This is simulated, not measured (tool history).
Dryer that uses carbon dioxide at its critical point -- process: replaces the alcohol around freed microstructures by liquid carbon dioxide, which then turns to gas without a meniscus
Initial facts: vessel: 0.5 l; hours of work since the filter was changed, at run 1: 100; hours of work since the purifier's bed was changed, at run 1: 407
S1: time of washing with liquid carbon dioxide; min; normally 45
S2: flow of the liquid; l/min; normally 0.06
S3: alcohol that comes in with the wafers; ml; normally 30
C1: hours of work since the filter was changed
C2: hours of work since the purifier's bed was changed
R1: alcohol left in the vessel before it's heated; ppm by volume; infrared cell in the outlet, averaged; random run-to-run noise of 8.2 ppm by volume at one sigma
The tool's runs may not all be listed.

run   hour  S1      S2  S3   C1   C2    R1
  1      0  45    0.06  30  100  407   550
  2     11  65    0.06  30  106  413    96
  3   26.9  65    0.06  30  115  422    90
  4   40.6  65    0.06  30  122  430   103
  5   59.3  45    0.06  30  133  440   577
  6   79.7  45    0.06  30  144  451   568
  7   89.6  45    0.06  30  149  456   569
  8  101.2  30    0.06  30  156  463  2635
  9  111.2  30    0.06  30  161  468  2669
 10    122  45    0.06  30  167  474   591
 11    133  60  0.0895  59  173  480    55
 12  152.3  60  0.0895  59  184  491    43
 13  173.2  60  0.0895  59  195  502    49
 14  187.8  56  0.0895  59  203  510    60
 15  207.7  52    0.06  48  214  521   504
 16  223.3  45  0.0829  65  223  530   236
 17  239.5  39  0.0366  22  232  539  4308
 18  249.5  39  0.0366  22  237  544  4359
 19  266.6  45  0.0393  50  247  554  5567
 20  277.1  62  0.0393  50  252  560  1906

Difference, measured minus no-hidden-state, one row per run. Run-to-run variation is common to both terms; the gauge's own scatter need not be:
Hidden conditions of the tool in this case: flow that reaches the vessel past the clogged filter, %; alcohol in the recycled carbon dioxide, ppm; drift of the gauge itself on alcohol_ppm, %.
run     R1
  1   +110
  2    +45
  3    +45
  4    +48
  5   +138
  6   +145
  7   +149
  8   +436
  9   +453
 10   +167
 11    +39
 12    +40
 13    +43
 14    +43
 15   +186
 16   +113
 17   +760
 18   +786
 19  +1240
 20   +582
